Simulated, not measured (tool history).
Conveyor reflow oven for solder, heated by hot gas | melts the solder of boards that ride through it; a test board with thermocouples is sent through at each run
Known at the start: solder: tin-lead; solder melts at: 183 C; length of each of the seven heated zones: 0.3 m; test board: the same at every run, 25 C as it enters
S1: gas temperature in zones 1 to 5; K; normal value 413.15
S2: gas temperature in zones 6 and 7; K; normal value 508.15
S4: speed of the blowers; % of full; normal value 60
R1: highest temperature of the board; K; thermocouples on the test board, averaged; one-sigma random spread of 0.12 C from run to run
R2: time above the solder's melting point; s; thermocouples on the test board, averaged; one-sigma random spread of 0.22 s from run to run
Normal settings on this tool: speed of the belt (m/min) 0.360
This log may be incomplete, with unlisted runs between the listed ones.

Run 1, hour 0.0: usual settings. Result: R1 492.05 K, R2 79.0 s.
Run 2, hour 20.6: usual settings. Result: R1 492.15 K, R2 78.5 s.
Run 3, hour 38.9: usual settings. Result: R1 491.85 K, R2 79.0 s.
Run 4, hour 53.7: usual settings. Result: R1 491.85 K, R2 78.8 s.
Run 5, hour 73.2: usual settings. Result: R1 492.05 K, R2 79.0 s.
Run 6, hour 83.8: usual settings but S2 506.15 K. Result: R1 490.25 K, R2 77.2 s.
Run 7, hour 92.8: usual settings but S2 506.15 K. Result: R1 490.25 K, R2 77.5 s.
Run 8, hour 109.2: usual settings but S4 83 % of full. Result: R1 497.65 K, R2 85.1 s.
Run 9, hour 127.1: usual settings but S4 83 % of full. Result: R1 497.95 K, R2 85.3 s.
Run 10, hour 138.5: usual settings but S4 83 % of full. Result: R1 497.95 K, R2 85.4 s.
Run 11, hour 152.1: usual settings but S4 52 % of full. Result: R1 489.05 K, R2 75.2 s.
Run 12, hour 165.3: usual settings but S4 52 % of full. Result: R1 489.05 K, R2 75.0 s.
At hour 171.8: flux residue cleaned out of gas plates and filters.
Run 13, hour 189.2: usual settings but S1 406.15 K, S2 515.15 K, speed of the belt (m/min) 0.421, S4 82 % of full. Result: R1 498.25 K, R2 69.8 s.
Run 14, hour 207.8: usual settings but S1 418.15 K, S2 517.15 K, speed of the belt (m/min) 0.306, S4 82 % of full. Result: R1 510.05 K, R2 112.5 s.
At hour 223.0: flux residue cleaned out of gas plates and filters, once more.
Run 15, hour 233.0: usual settings but S1 405.15 K, S2 503.15 K, speed of the belt (m/min) 0.371, S4 74 % of full. Result: R1 490.05 K, R2 72.5 s.
Run 16, hour 251.8: usual settings but S1 405.15 K, S2 503.15 K, speed of the belt (m/min) 0.371, S4 74 % of full. Result: R1 489.95 K, R2 72.3 s.
Run 17, hour 260.8: usual settings but S1 405.15 K, S2 503.15 K, speed of the belt (m/min) 0.371, S4 74 % of full. Result: R1 489.65 K, R2 72.1 s.
Run 18, hour 275.0: usual settings but S1 405.15 K, S2 503.15 K, speed of the belt (m/min) 0.407, S4 78 % of full. Result: R1 488.35 K, R2 63.4 s.
Run 19, hour 292.0: usual settings but S1 401.15 K, S4 67 % of full. Result: R1 492.65 K, R2 75.0 s.
Run 20, hour 307.7: usual settings but speed of the belt (m/min) 0.310. Result: R1 496.75 K, R2 98.0 s.
Run 21, hour 319.6: usual settings but S1 428.15 K, speed of the belt (m/min) 0.354. Result: R1 495.55 K, R2 92.1 s.

Measured minus without-hidden-state, run by run (identical run-to-run variation in each term; gauge scatter may differ):
The tool's hidden condition here consists of: heat that the gas passes to the board, % of a clean oven's; belt's true speed, % of the reading; true gas temperature in zones 6 and 7 over the reading, C; drift of the gauge itself on peak_c, C; drift of the gauge itself on liquid_s, %.
run     R1    R2
  1  +0.60  +2.1
  2  +0.60  +2.2
  3  +0.60  +2.2
  4  +0.70  +2.2
  5  +0.70  +2.2
  6  +0.60  +2.2
  7  +0.70  +2.2
  8  +0.50  +2.1
  9  +0.50  +2.0
 10  +0.50  +2.1
 11  +0.80  +2.5
 12  +0.80  +2.4
 13  +0.40  +1.8
 14  +0.50  +2.5
 15  +1.00  +2.7
 16  +1.00  +2.7
 17  +0.90  +2.6
 18  +1.00  +2.4
 19  +1.10  +2.8
 20  +0.90  +3.2
 21  +1.00  +2.9
